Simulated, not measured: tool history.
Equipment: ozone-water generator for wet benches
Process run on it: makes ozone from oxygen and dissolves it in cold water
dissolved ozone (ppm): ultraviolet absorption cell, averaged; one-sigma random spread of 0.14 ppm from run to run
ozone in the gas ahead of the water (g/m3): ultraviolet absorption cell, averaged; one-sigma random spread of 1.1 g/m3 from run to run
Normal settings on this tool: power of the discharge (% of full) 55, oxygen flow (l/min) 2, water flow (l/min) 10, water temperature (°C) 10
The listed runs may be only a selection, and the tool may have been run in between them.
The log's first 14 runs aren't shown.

run     day  power of the discharge (% of full)  oxygen flow (l/min)  water flow (l/min)  water temperature (°C)  hours of work since the electrodes were changed  hours of work since the contactor was cleaned  hours of work since the thermometer was calibrated  dissolved ozone (ppm)  ozone in the gas ahead of the water (g/m3)
     35.804  -- contactor cleaned
 15  38.671                                  55                    2                  10                      10                                             3011                                             56                                                2099                   15.3                                       191.8
 16  41.258                                  55                    2                  10                      10                                             3061                                            106                                                2150                   15.6                                       191.5
 17  43.062                                  55                    2                  10                      10                                             3096                                            142                                                2185                   15.2                                       192.4
 18  46.512                                  69                  3.2                  13                      11                                             3163                                            209                                                2252                   14.9                                       173.3
 19  48.642                                  95                 1.12                  13                      11                                             3205                                            250                                                2294                   18.4                                       457.8
 20  51.279                                  90                 2.99                  10                       8                                             3256                                            302                                                2345                   25.1                                       233.1
     53.667  -- gauge calibrated
 21  53.767                                  71                 2.19                  10                       6                                             3305                                            350                                                2393                   20.7                                       233.2
 22  57.804                                  55                    2                   7                      10                                             3384                                            429                                                2472                   20.7                                         196
 23  61.717                                  86                 2.87                   6                      11                                             3460                                            505                                                2548                   33.8                                       233.5
 24  64.275                                  86                 2.31                   6                      11                                             3510                                            555                                                2598                   34.5                                       271.4
 25  66.633                                  55                    2                  10                       5                                             3556                                            601                                                2644                   16.2                                       192.4
 26  69.246                                  55                    2                  10                       5                                             3607                                            652                                                2695                   16.1                                         193
 27  72.858                                  55                    2                  10                       5                                             3677                                            722                                                2766                   15.9                                       195.3
 28    76.1                                  55                    2                  10                       5                                             3740                                            786                                                2829                   16.3                                       192.7
 29    78.2                                  55                    2                  10                       5                                             3781                                            827                                                2870                   16.1                                       189.7
 30  81.958                                  61                    2                  10                      10                                             3855                                            900                                                2943                   16.9                                       212.4
 31  83.667                                  83                    2                   8                      10                                             3888                                            933                                                2976                   27.6                                       282.8
 32  86.479                                  55                 1.71                  10                       7                                             3943                                            988                                                3031                   15.6                                       213.4
 33  89.508                                  55                    2                  10                       5                                             4002                                           1047                                                3090                   16.4                                       191.8

Branching from run 33: 4 alternative next runs. What would each branch give?
  A  92.275                                  59                    2                  10                      10                                             4056                                           1101                                                3144                      ?                                           ?
  B  92.275                                  55                    2                  13                       6                                             4056                                           1101                                                3144                      ?                                           ?
  C  92.275                                  55                    2                   9                      10                                             4056                                           1101                                                3144                      ?                                           ?
  D  92.275                                  55                    2                   6                      15                                             4056                                           1101                                                3144                      ?                                           ?

run  dissolved ozone (ppm)  ozone in the gas ahead of the water (g/m3)
  A                   16.3                                       204.8
  B                   12.3                                       190.2
  C                   16.8                                       191.3
  D                   21.9                                       192.2
With no hidden state in the tool, these same runs would have given:
run  dissolved ozone (ppm)  ozone in the gas ahead of the water (g/m3)
  A                   16.3                                       209.6
  B                   12.3                                       194.7
  C                   16.8                                       195.7
  D                   21.9                                       196.6

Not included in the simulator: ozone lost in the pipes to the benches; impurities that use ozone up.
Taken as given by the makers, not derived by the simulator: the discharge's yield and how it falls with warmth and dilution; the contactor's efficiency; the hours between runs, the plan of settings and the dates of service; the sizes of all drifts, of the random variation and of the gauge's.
